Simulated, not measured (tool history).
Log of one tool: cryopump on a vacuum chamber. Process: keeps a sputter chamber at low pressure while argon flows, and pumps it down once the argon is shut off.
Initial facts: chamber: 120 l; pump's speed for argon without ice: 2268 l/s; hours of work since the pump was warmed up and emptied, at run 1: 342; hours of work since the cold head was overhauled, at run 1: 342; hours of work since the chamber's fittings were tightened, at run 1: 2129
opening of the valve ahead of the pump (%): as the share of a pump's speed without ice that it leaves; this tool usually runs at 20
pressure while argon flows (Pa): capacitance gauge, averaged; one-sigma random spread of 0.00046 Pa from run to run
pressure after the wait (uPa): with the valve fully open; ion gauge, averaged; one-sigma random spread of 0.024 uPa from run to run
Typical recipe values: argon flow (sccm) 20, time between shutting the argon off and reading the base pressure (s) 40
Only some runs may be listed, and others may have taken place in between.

run   hour  argon flow (sccm)  time between shutting the argon off and reading the base pressure (s)  opening of the valve ahead of the pump (%)  hours of work since the pump was warmed up and emptied  hours of work since the cold head was overhauled  hours of work since the chamber's fittings were tightened  pressure while argon flows (Pa)  pressure after the wait (uPa)
  1      0                 20                                                                     40                                          20                                                     342                                               342                                                       2129                           0.0772                           1.82
  2    7.6                 20                                                                     40                                          20                                                     346                                               346                                                       2134                           0.0773                            1.9
  3   19.8                 34                                                                     40                                          20                                                     352                                               352                                                       2140                           0.1317                           1.92
  4   27.4                 20                                                                     34                                          20                                                     357                                               357                                                       2144                           0.0777                           2.01
  5   45.4                 20                                                                     40                                          20                                                     366                                               366                                                       2154                           0.0787                           1.93
  6   53.6                 20                                                                     40                                          20                                                     371                                               371                                                       2159                           0.0783                           1.89
  7     64                 15                                                                     40                                          20                                                     376                                               376                                                       2164                           0.0588                           1.88
  8     82                 15                                                                     40                                          20                                                     386                                               386                                                       2174                           0.0587                           1.92
  9   90.9                 15                                                                     40                                          20                                                     391                                               391                                                       2179                           0.0576                           1.97
 10  101.9                 15                                                                     40                                          20                                                     397                                               397                                                       2185                           0.0589                           1.89
     118.3  -- pump warmed up, emptied and cooled again
 11  119.4                 15                                                                     40                                          20                                                       1                                               404                                                       2192                           0.0563                           1.74
 12  130.3                 15                                                                     40                                          20                                                       7                                               410                                                       2198                           0.0554                           1.72
 13  144.2                 19                                                                     40                                          20                                                      14                                               417                                                       2205                            0.071                           1.77
 14  159.1                 19                                                                     40                                          20                                                      22                                               425                                                       2213                           0.0715                           1.77
 15  168.1                 19                                                                     40                                          20                                                      27                                               430                                                       2218                           0.0707                           1.78
 16  176.2                 19                                                                     40                                          20                                                      31                                               435                                                       2222                           0.0713                            1.7
 17  187.4                 19                                                                     40                                          20                                                      38                                               441                                                       2229                           0.0713                           1.79
 18  199.4                 19                                                                     40                                          20                                                      44                                               447                                                       2235                           0.0712                           1.78
 19  207.8                 28                                                                     40                                          39                                                      49                                               452                                                       2240                            0.054                           1.76
 20    223                 35                                                                     71                                          40                                                      57                                               460                                                       2248                           0.0673                           1.46
 21  240.9                 35                                                                     71                                          40                                                      67                                               470                                                       2258                           0.0668                           1.42
 22    249                 24                                                                     29                                          52                                                      71                                               474                                                       2262                           0.0348                            2.1
 23  258.3                 24                                                                     29                                          52                                                      76                                               479                                                       2267                           0.0352                           2.08
 24  266.9                 21                                                                     27                                          20                                                      81                                               484                                                       2272                           0.0794                           2.12
 25  276.3                 21                                                                     27                                          20                                                      86                                               489                                                       2277                           0.0789                           2.18
 26  290.7                 15                                                                     72                                          20                                                      94                                               497                                                       2285                           0.0571                           1.48
 27  304.8                 20                                                                     22                                          20                                                     101                                               505                                                       2292                           0.0759                           2.47
 28  318.1                 24                                                                    110                                          16                                                     109                                               512                                                       2300                           0.1123                           1.32
 29  327.9                 18                                                                     99                                          19                                                     114                                               517                                                       2305                           0.0714                            1.4
 30  346.2                 20                                                                     21                                          27                                                     124                                               527                                                       2315                           0.0564                           2.48
 31  355.6                 20                                                                     60                                          23                                                     129                                               532                                                       2320                            0.066                           1.58
 32  367.8                 20                                                                     60                                          23                                                     136                                               539                                                       2327                           0.0656                           1.64
 33  385.8                 20                                                                     60                                          23                                                     145                                               549                                                       2336                           0.0656                           1.61
 34  400.8                 20                                                                     60                                          23                                                     154                                               557                                                       2345                           0.0658                           1.59
 35  409.8                 34                                                                     40                                          22                                                     158                                               562                                                       2349                           0.1177                           1.82

How would selected steps in pressure while argon flows (Pa) from run to run divide? Give the signed amount a tool lacking its hidden state would still show from settings, what came in and random variation, and the signed amount left for the hidden state, including any gauge scatter that is not in both of the compared results.
The tool's hidden condition here consists of: pump's speed, % of a pump's without ice; cold plate's temperature, K; leak into the chamber, uPa l/s; drift of the gauge itself on working_pa, %; drift of the gauge itself on base_upa, %.
Run 2 -> 3: argon flow (sccm) 20 -> 34. pressure while argon flows (Pa) +0.0544: hidden state +0.0022, all else +0.0522.
Run 3 -> 4: argon flow (sccm) 34 -> 20, time between shutting the argon off and reading the base pressure (s) 40 -> 34. pressure while argon flows (Pa) -0.054: hidden state -0.0021, all else -0.0519.
Run 10 -> 11: pump warmed up, emptied and cooled again. pressure while argon flows (Pa) -0.0026: hidden state -0.0026, all else +0.
Run 34 -> 35: argon flow (sccm) 20 -> 34, time between shutting the argon off and reading the base pressure (s) 60 -> 40, opening of the valve ahead of the pump (%) 23 -> 22. pressure while argon flows (Pa) +0.0519: hidden state +0.0011, all else +0.0508.
